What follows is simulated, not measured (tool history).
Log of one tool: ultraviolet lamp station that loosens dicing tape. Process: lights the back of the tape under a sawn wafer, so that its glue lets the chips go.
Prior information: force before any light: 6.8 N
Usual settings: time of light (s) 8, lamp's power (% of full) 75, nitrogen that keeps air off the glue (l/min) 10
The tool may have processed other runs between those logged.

run     day  time of light (s)  lamp's power (% of full)  nitrogen that keeps air off the glue (l/min)  force that peels the tape off (N)  light that reached the tape (mJ/cm²)
  1   0.000                  8                        75                                            10                              0.546                                   250
  2   3.517                  8                        75                                            10                              0.565                                   246
  3   6.283                  8                        65                                            10                              0.726                                   221
  4   9.208                  8                        75                                            10                              0.556                                   251
  5  11.954                  8                        75                                            11                              0.517                                   251
     13.133  -- window cleaned of glue's vapour
  6  15.492                  9                        75                                            10                              0.456                                   280
  7  19.112                  9                        75                                            10                              0.463                                   278
  8  22.258                  8                        75                                            10                              0.592                                   245
  9  23.846                  8                        75                                            10                              0.561                                   248
 10  26.400                  8                        75                                            10                              0.564                                   249
 11  29.279                  8                        75                                            10                              0.555                                   254
 12  32.954                  8                        99                                            10                              0.356                                   331
     33.296  -- lamp changed
     33.879  -- window cleaned of glue's vapour
 13  35.300                  8                        99                                            10                              0.360                                   330
 14  37.733                  8                        99                                            10                              0.348                                   328
 15  39.671                  8                        99                                            10                              0.363                                   331
 16  42.725                  8                        99                                            10                              0.353                                   328
 17  45.392                  8                        99                                            10                              0.373                                   333
 18  48.433                 12                        81                                            18                              0.272                                   409
 19  50.800                 14                        60                                            12                              0.319                                   350
 20  52.338                 14                        60                                            12                              0.301                                   350
 21  54.004                  8                        84                                            10                              0.449                                   281
     54.562  -- window cleaned of glue's vapour
 22  55.621                  5                        75                                             9                              1.285                                   154

Run 23, settings as shown, results not yet in. Your forecast:
 23  58.538                  4                        75                                             9                                  ?                                     ?

force that peels the tape off (N): 1.797
light that reached the tape (mJ/cm²): 126
With the hidden condition absent and the run-to-run variation left alone, this run would have shown force that peels the tape off (N) 1.793, light that reached the tape (mJ/cm²) 126.

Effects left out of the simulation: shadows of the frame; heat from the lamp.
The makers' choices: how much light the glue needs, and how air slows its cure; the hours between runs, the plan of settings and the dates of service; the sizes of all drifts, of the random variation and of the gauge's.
